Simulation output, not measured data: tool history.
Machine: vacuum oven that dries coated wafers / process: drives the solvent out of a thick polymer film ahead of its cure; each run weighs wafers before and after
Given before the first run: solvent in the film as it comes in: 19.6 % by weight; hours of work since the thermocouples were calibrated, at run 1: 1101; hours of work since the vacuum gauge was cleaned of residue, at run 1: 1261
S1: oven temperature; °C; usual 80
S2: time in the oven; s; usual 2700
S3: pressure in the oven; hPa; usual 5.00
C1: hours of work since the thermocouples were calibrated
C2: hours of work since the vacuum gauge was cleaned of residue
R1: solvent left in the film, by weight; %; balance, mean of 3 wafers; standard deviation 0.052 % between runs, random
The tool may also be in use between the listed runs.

run	hour	S1	S2	S3	C1	C2	R1
1	0.0	80	2700	5.00	1101	1261	1.91
2	73.6	80	2700	5.00	1133	1293	1.82
3	122.9	80	2700	15.98	1155	1315	2.83
4	217.0	80	2700	15.98	1196	1356	2.79
5	310.9	80	2700	15.98	1238	1398	2.88
6	422.6	80	4500	15.98	1287	1447	1.87
7	495.4	80	4500	15.98	1319	1479	1.85
8	580.7	80	4500	15.98	1357	1517	1.83
9	685.1	80	2700	5.00	1403	1563	2.00
10	783.0	80	2700	5.00	1446	1606	2.06
11	898.9	80	2700	5.00	1497	1657	2.06
12	952.8	80	2700	5.00	1521	1681	1.97
13	1011.2	68	2700	5.00	1546	1706	5.35
14	1075.5	68	2700	5.00	1575	1735	5.46
15	1174.6	80	2700	5.00	1618	1779	2.06
16	1276.0	80	2700	5.00	1663	1823	2.10
17	1349.1	80	4440	5.00	1695	1855	0.95
# hour 1365.8: oven's thermocouples calibrated
18	1401.5	80	4440	5.00	16	1878	0.81
19	1492.9	80	2700	5.00	56	1918	1.63
20	1541.9	80	2700	5.00	78	1940	1.75
21	1617.1	80	2700	5.00	111	1973	1.75
22	1696.9	80	3660	5.00	146	2008	1.15
23	1807.3	80	3660	5.00	195	2057	1.10
24	1922.1	80	4800	15.58	245	2107	1.66
25	2000.9	80	4800	15.58	280	2142	1.63
26	2115.1	66	2700	15.90	330	2192	6.64
27	2212.3	78	2700	8.37	373	2235	2.42
28	2305.2	71	2700	8.50	414	2276	4.27
29	2409.0	71	2700	8.50	460	2322	4.30
30	2455.8	66	2700	19.33	481	2342	7.22
31	2520.7	77	3420	2.68	509	2371	1.62
32	2583.3	92	4620	5.00	537	2399	0.52
33	2652.1	92	4620	5.00	567	2429	0.49
34	2742.2	92	4620	5.00	607	2469	0.51
35	2845.4	70	1740	11.22	652	2514	7.18
36	2955.5	80	4800	14.35	701	2563	1.68
37	3057.8	72	2100	14.35	746	2608	6.19
38	3118.3	72	2100	14.35	773	2635	5.99
39	3210.8	82	1860	3.90	813	2675	2.82
40	3316.6	82	1860	3.90	860	2722	2.91
41	3391.1	93	1920	3.90	893	2755	0.99
42	3451.0	93	1920	3.90	919	2781	0.99
43	3540.8	80	1680	3.41	959	2821	3.96
44	3589.5	80	1680	3.41	980	2842	4.07
45	3636.9	76	2700	17.71	1001	2863	4.24

Selected run-to-run steps in R1, each split into two signed amounts: the part the tool would show with no hidden state at all (from settings, incoming material and random variation), and the remainder, which goes to the hidden state together with any gauge scatter not common to the measured and the hidden-state-free results:
What the log doesn't record here: true wafer temperature over the reading, C; true pressure over the reading, kPa; drift of the gauge itself on solvent_pct, %.
Run 12 -> 13: S1 80 -> 68. R1 +3.38 %: hidden state +0.40, all else +2.98.
Run 14 -> 15: S1 68 -> 80. R1 -3.40 %: hidden state -0.40, all else -3.00.
Run 30 -> 31: S1 66 -> 77, S2 2700 -> 3420, S3 19.33 -> 2.68. R1 -5.60 %: hidden state -0.23, all else -5.37.
Run 34 -> 35: S1 92 -> 70, S2 4620 -> 1740, S3 5.00 -> 11.22. R1 +6.67 %: hidden state +0.45, all else +6.22.
Run 35 -> 36: S1 70 -> 80, S2 1740 -> 4800, S3 11.22 -> 14.35. R1 -5.50 %: hidden state -0.24, all else -5.26.
